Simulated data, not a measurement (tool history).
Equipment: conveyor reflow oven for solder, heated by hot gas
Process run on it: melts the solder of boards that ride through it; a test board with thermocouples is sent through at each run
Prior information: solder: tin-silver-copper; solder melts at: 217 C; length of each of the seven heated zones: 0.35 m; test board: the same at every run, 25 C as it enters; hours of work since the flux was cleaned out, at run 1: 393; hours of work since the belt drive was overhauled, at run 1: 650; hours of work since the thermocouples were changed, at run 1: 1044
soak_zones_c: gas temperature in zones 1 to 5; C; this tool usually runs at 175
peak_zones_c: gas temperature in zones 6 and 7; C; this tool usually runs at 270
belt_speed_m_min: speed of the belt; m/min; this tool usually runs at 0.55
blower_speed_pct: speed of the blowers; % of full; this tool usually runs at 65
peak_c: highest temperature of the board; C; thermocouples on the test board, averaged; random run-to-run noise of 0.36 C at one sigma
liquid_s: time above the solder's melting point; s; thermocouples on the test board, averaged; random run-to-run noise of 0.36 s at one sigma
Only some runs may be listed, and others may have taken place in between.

run	hour	soak_zones_c	peak_zones_c	belt_speed_m_min	blower_speed_pct	hours of work since the flux was cleaned out	hours of work since the belt drive was overhauled	hours of work since the thermocouples were changed	peak_c	liquid_s
1	0	175	270	0.55	65	393	650	1044	248.6	53.4
2	28.1	175	270	0.55	65	412	669	1063	248.5	53.6
3	72.8	168	270	0.55	65	443	700	1094	246.5	48.9
4	122	168	264	0.55	65	476	733	1128	241.5	44.2
5	144.2	168	264	0.55	65	492	749	1143	241.7	43.5
# hour 153.4: flux residue cleaned out of gas plates and filters
6	195.5	168	264	0.55	65	29	780	1175	238.7	40.2

Run 7 comes next. What will it give?
7	231.6	168	264	0.55	65	54	805	1200	?	?

peak_c: 239.3 C
liquid_s: 39.9 s
Take away the tool's hidden state, keep the run-to-run variation as it was, and the same run would have given peak_c 244.4 C, liquid_s 46.6 s.

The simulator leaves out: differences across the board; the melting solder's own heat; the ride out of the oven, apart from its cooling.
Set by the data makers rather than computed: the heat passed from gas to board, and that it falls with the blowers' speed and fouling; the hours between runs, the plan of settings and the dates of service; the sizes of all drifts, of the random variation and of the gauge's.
